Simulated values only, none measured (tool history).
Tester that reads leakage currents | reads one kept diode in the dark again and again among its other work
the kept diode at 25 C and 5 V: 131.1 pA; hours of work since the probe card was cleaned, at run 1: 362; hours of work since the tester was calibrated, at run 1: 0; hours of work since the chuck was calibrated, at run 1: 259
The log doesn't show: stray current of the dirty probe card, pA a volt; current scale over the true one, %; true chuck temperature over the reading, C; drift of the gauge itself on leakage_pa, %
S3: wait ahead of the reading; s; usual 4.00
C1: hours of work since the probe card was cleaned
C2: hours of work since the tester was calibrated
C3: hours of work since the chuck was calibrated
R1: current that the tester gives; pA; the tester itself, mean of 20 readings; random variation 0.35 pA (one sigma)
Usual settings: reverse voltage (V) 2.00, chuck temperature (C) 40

Run 1, hour 0.0: usual settings; C1 362; C2 0; C3 259. Result: R1 232.30 pA.
Run 2, hour 97.0: usual settings; C1 424; C2 62; C3 321. Result: R1 231.87 pA.
Run 3, hour 213.4: usual settings; C1 499; C2 137; C3 396. Result: R1 232.03 pA.
Run 4, hour 374.3: usual settings; C1 603; C2 241; C3 499. Result: R1 232.07 pA.
Run 5, hour 482.5: usual settings; C1 672; C2 310; C3 569. Result: R1 232.49 pA.
Run 6, hour 628.9: usual settings; C1 766; C2 404; C3 663. Result: R1 232.35 pA.
Run 7, hour 742.6: usual settings but chuck temperature (C) 49; C1 839; C2 477; C3 736. Result: R1 428.84 pA.
Run 8, hour 927.3: usual settings but chuck temperature (C) 49; C1 958; C2 596; C3 855. Result: R1 428.95 pA.
Run 9, hour 1104.4: usual settings but chuck temperature (C) 49; C1 1072; C2 710; C3 969. Result: R1 429.51 pA.
Run 10, hour 1266.6: usual settings but reverse voltage (V) 1.94; C1 1176; C2 814; C3 1073. Result: R1 228.23 pA.
At hour 1284.2: probe card cleaned and baked.
Run 11, hour 1378.6: usual settings but reverse voltage (V) 1.94; C1 61; C2 884; C3 1143. Result: R1 224.01 pA.
Run 12, hour 1557.5: usual settings but reverse voltage (V) 1.94; C1 176; C2 999; C3 1258. Result: R1 224.07 pA.
Run 13, hour 1709.3: usual settings but S3 9.12 s; C1 273; C2 1097; C3 1356. Result: R1 228.48 pA.
Run 14, hour 1905.1: usual settings but S3 9.12 s; C1 399; C2 1223; C3 1481. Result: R1 228.93 pA.
Run 15, hour 2058.7: usual settings but S3 9.12 s; C1 498; C2 1321; C3 1580. Result: R1 228.49 pA.
Run 16, hour 2161.1: usual settings but reverse voltage (V) 19.64, S3 9.12 s; C1 564; C2 1387; C3 1646. Result: R1 882.02 pA.
Run 17, hour 2337.3: usual settings but reverse voltage (V) 4.78, chuck temperature (C) 20, S3 0.51 s; C1 677; C2 1500; C3 1759. Result: R1 92.12 pA.
Run 18, hour 2499.5: usual settings but reverse voltage (V) 4.78, chuck temperature (C) 20, S3 0.45 s; C1 781; C2 1605; C3 1863. Result: R1 93.18 pA.
Run 19, hour 2631.2: usual settings but reverse voltage (V) 4.78, chuck temperature (C) 20, S3 0.45 s; C1 866; C2 1689; C3 1948. Result: R1 93.95 pA.
Run 20, hour 2756.5: usual settings but reverse voltage (V) 4.78, chuck temperature (C) 27, S3 5.53 s; C1 946; C2 1770; C3 2029. Result: R1 152.27 pA.
At hour 2818.2: chuck's temperature calibrated.
Run 21, hour 2850.7: usual settings but reverse voltage (V) 3.09, chuck temperature (C) 41, S3 5.53 s; C1 1006; C2 1829; C3 21. Result: R1 331.35 pA.

The next listed run, before its measurement:
Run 22, hour 3012.9: usual settings but reverse voltage (V) 1.23, chuck temperature (C) 21, S3 0.44 s; C1 1110; C2 1933; C3 125. Result: R1 ?.

{"run 22": {"R1": 45.91}}
Without the tool's hidden state the same run would have given R1 42.95 pA.
